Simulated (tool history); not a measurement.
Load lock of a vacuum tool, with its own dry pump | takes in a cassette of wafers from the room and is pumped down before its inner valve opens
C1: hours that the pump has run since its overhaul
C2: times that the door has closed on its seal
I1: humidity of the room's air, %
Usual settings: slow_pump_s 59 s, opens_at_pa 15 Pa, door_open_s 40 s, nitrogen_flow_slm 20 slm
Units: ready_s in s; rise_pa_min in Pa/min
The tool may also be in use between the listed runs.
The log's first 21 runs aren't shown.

run 22 day=344.921 | slow_pump_s=59 opens_at_pa=15 door_open_s=28 nitrogen_flow_slm=17 | C1=10410 C2=56567 | I1=48.9 | ready_s=91.5 rise_pa_min=0.018
run 23 day=357.804 | slow_pump_s=55 opens_at_pa=12 door_open_s=168 nitrogen_flow_slm=11 | C1=10719 C2=57224 | I1=44.0 | ready_s=89.8 rise_pa_min=0.034
run 24 day=371.162 | slow_pump_s=55 opens_at_pa=12 door_open_s=168 nitrogen_flow_slm=11 | C1=11039 C2=57905 | I1=47.6 | ready_s=89.1 rise_pa_min=0.035
run 25 day=395.692 | slow_pump_s=55 opens_at_pa=12 door_open_s=168 nitrogen_flow_slm=11 | C1=11628 C2=59156 | I1=49.2 | ready_s=89.4 rise_pa_min=0.040
run 26 day=411.412 | slow_pump_s=55 opens_at_pa=12 door_open_s=168 nitrogen_flow_slm=11 | C1=12005 C2=59958 | I1=41.3 | ready_s=90.0 rise_pa_min=0.030
run 27 day=425.162 | slow_pump_s=98 opens_at_pa=12 door_open_s=43 nitrogen_flow_slm=11 | C1=12335 C2=60659 | I1=48.9 | ready_s=124.1 rise_pa_min=0.022
run 28 day=438.654 | slow_pump_s=89 opens_at_pa=21 door_open_s=27 nitrogen_flow_slm=5 | C1=12659 C2=61347 | I1=45.3 | ready_s=116.0 rise_pa_min=0.028
run 29 day=456.533 | slow_pump_s=89 opens_at_pa=21 door_open_s=27 nitrogen_flow_slm=5 | C1=13088 C2=62259 | I1=42.7 | ready_s=114.6 rise_pa_min=0.026
run 30 day=471.292 | slow_pump_s=89 opens_at_pa=21 door_open_s=27 nitrogen_flow_slm=5 | C1=13443 C2=63011 | I1=47.5 | ready_s=115.1 rise_pa_min=0.031
run 31 day=489.850 | slow_pump_s=43 opens_at_pa=22 door_open_s=175 nitrogen_flow_slm=7 | C1=13888 C2=63958 | I1=46.1 | ready_s=76.6 rise_pa_min=0.042
run 32 day=511.246 | slow_pump_s=43 opens_at_pa=22 door_open_s=175 nitrogen_flow_slm=7 | C1=14401 C2=65049 | I1=47.4 | ready_s=76.4 rise_pa_min=0.047
-- day=529.983 door's seal changed, seat wiped
run 33 day=535.775 | slow_pump_s=40 opens_at_pa=14 door_open_s=70 nitrogen_flow_slm=20 | C1=14989 C2=296 | I1=43.5 | ready_s=75.6 rise_pa_min=0.019
run 34 day=551.392 | slow_pump_s=87 opens_at_pa=15 door_open_s=40 nitrogen_flow_slm=11 | C1=15363 C2=1092 | I1=46.0 | ready_s=114.8 rise_pa_min=0.017
run 35 day=570.858 | slow_pump_s=81 opens_at_pa=15 door_open_s=58 nitrogen_flow_slm=20 | C1=15831 C2=2085 | I1=44.9 | ready_s=111.4 rise_pa_min=0.019
-- day=579.738 dry pump taken out, an overhauled one fitted
run 36 day=595.612 | slow_pump_s=81 opens_at_pa=15 door_open_s=58 nitrogen_flow_slm=20 | C1=381 C2=3334 | I1=44.6 | ready_s=110.8 rise_pa_min=0.010
run 37 day=610.517 | slow_pump_s=42 opens_at_pa=17 door_open_s=36 nitrogen_flow_slm=32 | C1=739 C2=4094 | I1=43.6 | ready_s=77.4 rise_pa_min=0.013

Forecast each of these 3 alternatives for the next run:
run A day=628.454 | slow_pump_s=59 opens_at_pa=15 door_open_s=97 nitrogen_flow_slm=20 | C1=1169 C2=5009 | I1=43.6 | ready_s=? rise_pa_min=?
run B day=628.454 | slow_pump_s=36 opens_at_pa=17 door_open_s=68 nitrogen_flow_slm=19 | C1=1169 C2=5009 | I1=42.8 | ready_s=? rise_pa_min=?
run C day=628.454 | slow_pump_s=77 opens_at_pa=17 door_open_s=186 nitrogen_flow_slm=32 | C1=1169 C2=5009 | I1=46.4 | ready_s=? rise_pa_min=?

run=A ready_s=91.3 rise_pa_min=0.014
run=B ready_s=72.8 rise_pa_min=0.020
run=C ready_s=106.2 rise_pa_min=0.018
Without the tool's hidden state the same runs would have given:
run=A ready_s=91.3 rise_pa_min=0.014
run=B ready_s=72.8 rise_pa_min=0.020
run=C ready_s=106.2 rise_pa_min=0.018
